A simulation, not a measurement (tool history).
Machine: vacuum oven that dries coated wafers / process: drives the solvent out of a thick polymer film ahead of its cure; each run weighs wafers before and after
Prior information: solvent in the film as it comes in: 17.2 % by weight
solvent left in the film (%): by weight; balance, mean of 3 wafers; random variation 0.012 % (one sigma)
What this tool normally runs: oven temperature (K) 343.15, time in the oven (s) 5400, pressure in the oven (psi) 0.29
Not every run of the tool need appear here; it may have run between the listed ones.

| run | hour | oven temperature (K) | time in the oven (s) | pressure in the oven (psi) | solvent left in the film (%) |
|---|---|---|---|---|---|
| 1 | 0 | 343.15 | 5400 | 0.29 | 2.67 |
| 2 | 81.3 | 332.15 | 5400 | 0.29 | 5.59 |
| 3 | 167.1 | 343.15 | 5400 | 0.29 | 2.68 |
| 4 | 247.1 | 343.15 | 8280 | 0.29 | 2.11 |
| 5 | 310 | 350.15 | 5400 | 0.29 | 1.66 |
| 6 | 393.2 | 350.15 | 5400 | 0.94 | 4.48 |
| 7 | 471.9 | 343.15 | 5400 | 0.693 | 4.89 |
| 8 | 534.3 | 343.15 | 5400 | 0.693 | 4.87 |
| 9 | 617.2 | 343.15 | 5400 | 0.693 | 4.86 |
| 10 | 711.6 | 338.15 | 5400 | 0.29 | 3.71 |
| 11 | 805.5 | 338.15 | 5400 | 0.29 | 3.68 |
| 12 | 916.2 | 338.15 | 5400 | 0.29 | 3.64 |

Estimate the outcome of run 13 from the log above:
|  | 987.1 | vacuum gauge cleaned of residue and calibrated |
| 13 | 1002.6 | 338.15 | 5400 | 0.29 | ? |

Logged for run 13: solvent left in the film (%) 3.32.
With the hidden condition absent and the run-to-run variation left alone, this run would have shown solvent left in the film (%) 3.84.

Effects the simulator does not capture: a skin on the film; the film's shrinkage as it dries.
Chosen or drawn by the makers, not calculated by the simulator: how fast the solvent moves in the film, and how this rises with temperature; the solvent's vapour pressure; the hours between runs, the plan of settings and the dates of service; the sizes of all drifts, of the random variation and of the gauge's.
